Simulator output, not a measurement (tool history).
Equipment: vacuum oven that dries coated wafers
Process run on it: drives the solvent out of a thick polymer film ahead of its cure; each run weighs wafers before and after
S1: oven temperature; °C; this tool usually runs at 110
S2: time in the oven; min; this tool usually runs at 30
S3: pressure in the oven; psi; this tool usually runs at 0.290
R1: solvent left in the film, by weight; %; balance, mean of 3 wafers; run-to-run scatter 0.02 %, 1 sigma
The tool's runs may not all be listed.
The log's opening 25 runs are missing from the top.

run    hour   S1  S2     S3    R1
 26   698.2  124  19  0.795  1.55
 27   726.2  104  42  0.795  3.56
 28   764.9  102  28  0.795  5.54
 29   802.9  119  27  0.743  1.68
 30   828.2  110  30  0.503  2.28
 31   861.0  123  38  0.503  0.93
      872.9  -- vacuum gauge cleaned of residue and calibrated
 32   896.4  104  34  0.503  3.06
 33   912.2  111  21  0.328  2.42
 34   950.6  102  27  0.735  5.29
 35   986.4  110  30  0.202  1.27
 36  1024.9  110  26  0.151  1.52
 37  1057.0   96  33  0.290  5.25
 38  1094.4  101  20  1.160  8.08
 39  1120.8  108  20  0.194  3.14
 40  1145.3  108  20  0.194  3.12
 41  1179.9  108  21  0.194  2.88
 42  1211.8  119  21  0.203  0.72
 43  1238.1  115  16  0.373  2.41
 44  1274.5  115  46  0.373  0.81
 45  1296.5  115  46  0.373  0.86
 46  1317.6  102  24  0.854  5.89

Predict each of these 4 candidate next runs independently; none follows another, all start after run 46:
  A  1347.9  111  53  0.715   ?
  B  1347.9  113  30  0.168   ?
  C  1347.9  100  24  0.271   ?
  D  1347.9  123  15  0.290   ?

run    R1
  A  1.74
  B  0.77
  C  5.11
  D  0.96
Without the tool's unlogged condition, the same runs would have read:
run    R1
  A  1.82
  B  0.91
  C  5.72
  D  1.13
